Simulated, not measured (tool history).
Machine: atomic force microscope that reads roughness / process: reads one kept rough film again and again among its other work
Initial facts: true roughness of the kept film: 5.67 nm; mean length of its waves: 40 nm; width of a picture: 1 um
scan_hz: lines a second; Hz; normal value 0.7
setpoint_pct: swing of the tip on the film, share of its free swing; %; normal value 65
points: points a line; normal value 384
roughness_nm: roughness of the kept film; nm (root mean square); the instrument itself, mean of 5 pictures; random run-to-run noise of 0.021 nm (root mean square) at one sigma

{"run": 1, "hour": 0.0, "scan_hz": 0.7, "setpoint_pct": 65, "points": 384, "roughness_nm": 4.857}
{"run": 2, "hour": 10.0, "scan_hz": 0.7, "setpoint_pct": 65, "points": 384, "roughness_nm": 4.813}
{"run": 3, "hour": 18.0, "scan_hz": 0.7, "setpoint_pct": 65, "points": 474, "roughness_nm": 4.833}
{"run": 4, "hour": 24.6, "scan_hz": 0.7, "setpoint_pct": 78, "points": 384, "roughness_nm": 4.62}
{"run": 5, "hour": 32.3, "scan_hz": 0.7, "setpoint_pct": 65, "points": 384, "roughness_nm": 4.722}
{"run": 6, "hour": 42.6, "scan_hz": 0.7, "setpoint_pct": 57, "points": 384, "roughness_nm": 4.736}
{"hour": 52.4, "done": "new tip fitted"}
{"run": 7, "hour": 52.5, "scan_hz": 2.266, "setpoint_pct": 65, "points": 384, "roughness_nm": 4.855}
{"run": 8, "hour": 62.2, "scan_hz": 2.266, "setpoint_pct": 65, "points": 384, "roughness_nm": 4.782}
{"run": 9, "hour": 72.9, "scan_hz": 0.7, "setpoint_pct": 65, "points": 384, "roughness_nm": 5.05}
{"hour": 75.1, "done": "height scale calibrated on a step standard"}
{"run": 10, "hour": 80.2, "scan_hz": 0.7, "setpoint_pct": 65, "points": 384, "roughness_nm": 5.048}
{"run": 11, "hour": 91.5, "scan_hz": 0.7, "setpoint_pct": 65, "points": 384, "roughness_nm": 4.97}
{"run": 12, "hour": 98.7, "scan_hz": 0.7, "setpoint_pct": 65, "points": 384, "roughness_nm": 4.988}
{"run": 13, "hour": 106.3, "scan_hz": 0.7, "setpoint_pct": 65, "points": 384, "roughness_nm": 4.909}
{"run": 14, "hour": 117.7, "scan_hz": 0.7, "setpoint_pct": 74, "points": 733, "roughness_nm": 4.79}
{"run": 15, "hour": 123.9, "scan_hz": 0.862, "setpoint_pct": 76, "points": 370, "roughness_nm": 4.687}
{"run": 16, "hour": 135.3, "scan_hz": 0.7, "setpoint_pct": 88, "points": 367, "roughness_nm": 4.557}
{"run": 17, "hour": 142.0, "scan_hz": 0.7, "setpoint_pct": 88, "points": 367, "roughness_nm": 4.501}

Predict the results of run 18:
{"hour": 152.1, "done": "height scale calibrated on a step standard, once more"}
{"run": 18, "hour": 152.1, "scan_hz": 0.7, "setpoint_pct": 88, "points": 367, "roughness_nm": "?"}

{"run 18": {"roughness_nm": 4.458}}
The same run, on a tool lacking any hidden state, would have yielded roughness_nm 4.805 nm (root mean square).
